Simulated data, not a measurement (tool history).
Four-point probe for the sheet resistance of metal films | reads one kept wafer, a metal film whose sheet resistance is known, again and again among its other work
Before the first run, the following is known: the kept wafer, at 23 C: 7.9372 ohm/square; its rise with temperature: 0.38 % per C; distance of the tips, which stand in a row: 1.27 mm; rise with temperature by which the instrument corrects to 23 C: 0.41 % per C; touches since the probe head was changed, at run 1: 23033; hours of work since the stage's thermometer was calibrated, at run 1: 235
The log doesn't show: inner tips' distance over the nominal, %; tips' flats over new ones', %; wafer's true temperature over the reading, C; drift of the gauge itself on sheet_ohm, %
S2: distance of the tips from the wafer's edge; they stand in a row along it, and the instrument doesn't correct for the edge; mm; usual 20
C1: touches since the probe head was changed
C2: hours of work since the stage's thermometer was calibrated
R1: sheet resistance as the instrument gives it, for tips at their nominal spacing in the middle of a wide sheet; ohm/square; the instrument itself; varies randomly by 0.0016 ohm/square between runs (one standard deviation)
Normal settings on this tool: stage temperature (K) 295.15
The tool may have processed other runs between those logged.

Run 1, hour 0: usual settings; C1 23033; C2 235. Result: R1 7.974421 ohm/square.
Run 2, hour 17.4: usual settings; C1 23356; C2 248. Result: R1 7.974426 ohm/square.
Run 3, hour 44.6: usual settings but S2 21 mm; C1 23859; C2 268. Result: R1 7.973328 ohm/square.
Run 4, hour 61.4: usual settings but S2 21 mm; C1 24172; C2 280. Result: R1 7.972999 ohm/square.
Run 5, hour 82.1: usual settings but stage temperature (K) 292.15; C1 24555; C2 296. Result: R1 7.983759 ohm/square.
Run 6, hour 107: usual settings but stage temperature (K) 292.15; C1 25016; C2 314. Result: R1 7.985924 ohm/square.
Run 7, hour 129.2: usual settings but stage temperature (K) 305.15; C1 25429; C2 331. Result: R1 7.948213 ohm/square.
Run 8, hour 143.9: usual settings but S2 7 mm; C1 25700; C2 342. Result: R1 8.097027 ohm/square.
Run 9, hour 166.6: usual settings but stage temperature (K) 294.15, S2 7 mm; C1 26121; C2 358. Result: R1 8.098783 ohm/square.
Run 10, hour 188.5: usual settings; C1 26528; C2 375. Result: R1 7.97663 ohm/square.
Run 11, hour 215.9: usual settings; C1 27036; C2 395. Result: R1 7.976351 ohm/square.
Run 12, hour 241.7: usual settings; C1 27514; C2 414. Result: R1 7.975487 ohm/square.
Run 13, hour 261: usual settings; C1 27873; C2 429. Result: R1 7.973381 ohm/square.
Run 14, hour 276.9: usual settings; C1 28167; C2 440. Result: R1 7.973962 ohm/square.
Run 15, hour 293.4: usual settings; C1 28472; C2 453. Result: R1 7.977709 ohm/square.
Run 16, hour 312.3: usual settings; C1 28823; C2 467. Result: R1 7.976613 ohm/square.
Run 17, hour 333.6: usual settings; C1 29219; C2 483. Result: R1 7.976173 ohm/square.
Run 18, hour 364: usual settings; C1 29781; C2 505. Result: R1 7.977435 ohm/square.

Estimate the outcome of run 19 from the log above:
Run 19, hour 380.4: usual settings but stage temperature (K) 298.15, S2 12 mm; C1 30086; C2 517. Result: R1 ?.

R1: 7.999556 ohm/square
With no hidden state in the tool, this same run would have given R1 7.980118 ohm/square.
